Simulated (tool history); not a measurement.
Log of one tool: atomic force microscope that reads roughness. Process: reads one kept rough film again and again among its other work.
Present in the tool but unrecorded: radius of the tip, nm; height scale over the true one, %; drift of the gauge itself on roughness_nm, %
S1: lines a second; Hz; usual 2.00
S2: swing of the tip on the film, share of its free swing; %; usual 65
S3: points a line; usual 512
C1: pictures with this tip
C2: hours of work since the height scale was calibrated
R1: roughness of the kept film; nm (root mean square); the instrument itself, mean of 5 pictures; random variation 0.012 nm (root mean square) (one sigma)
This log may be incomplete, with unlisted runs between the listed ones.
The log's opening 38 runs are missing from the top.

{"run": 39, "hour": 552.3, "S1": 0.72, "S2": 89, "S3": 563, "C1": 63, "C2": 742, "R1": 2.545}
{"hour": 558.0, "done": "new tip fitted"}
{"run": 40, "hour": 564.0, "S1": 0.72, "S2": 89, "S3": 563, "C1": 6, "C2": 749, "R1": 2.814}
{"run": 41, "hour": 579.6, "S1": 2.0, "S2": 65, "S3": 806, "C1": 21, "C2": 758, "R1": 2.791}
{"run": 42, "hour": 589.8, "S1": 2.0, "S2": 65, "S3": 806, "C1": 31, "C2": 763, "R1": 2.742}
{"run": 43, "hour": 603.5, "S1": 2.15, "S2": 65, "S3": 419, "C1": 44, "C2": 771, "R1": 2.659}
{"run": 44, "hour": 621.4, "S1": 1.49, "S2": 67, "S3": 466, "C1": 61, "C2": 781, "R1": 2.621}
{"hour": 628.1, "done": "new tip fitted"}
{"run": 45, "hour": 634.3, "S1": 1.49, "S2": 67, "S3": 466, "C1": 6, "C2": 788, "R1": 2.933}
{"run": 46, "hour": 651.6, "S1": 1.85, "S2": 65, "S3": 849, "C1": 23, "C2": 798, "R1": 2.807}
{"run": 47, "hour": 666.4, "S1": 1.97, "S2": 78, "S3": 362, "C1": 38, "C2": 806, "R1": 2.513}
{"run": 48, "hour": 678.5, "S1": 1.97, "S2": 78, "S3": 362, "C1": 49, "C2": 813, "R1": 2.455}

Consider 4 possible next runs. They are alternatives, not a sequence: every one starts from the tool as it was left by run 48. What does each give?
{"run": "A", "hour": 690.8, "S1": 3.92, "S2": 74, "S3": 445, "C1": 61, "C2": 820, "R1": "?"}
{"run": "B", "hour": 690.8, "S1": 3.54, "S2": 80, "S3": 693, "C1": 61, "C2": 820, "R1": "?"}
{"run": "C", "hour": 690.8, "S1": 2.0, "S2": 71, "S3": 512, "C1": 61, "C2": 820, "R1": "?"}
{"run": "D", "hour": 690.8, "S1": 2.0, "S2": 58, "S3": 411, "C1": 61, "C2": 820, "R1": "?"}

run=A R1=2.146
run=B R1=2.058
run=C R1=2.493
run=D R1=2.671
Had the tool no hidden state, the same runs would have come out as:
run=A R1=2.434
run=B R1=2.335
run=C R1=2.828
run=D R1=3.029
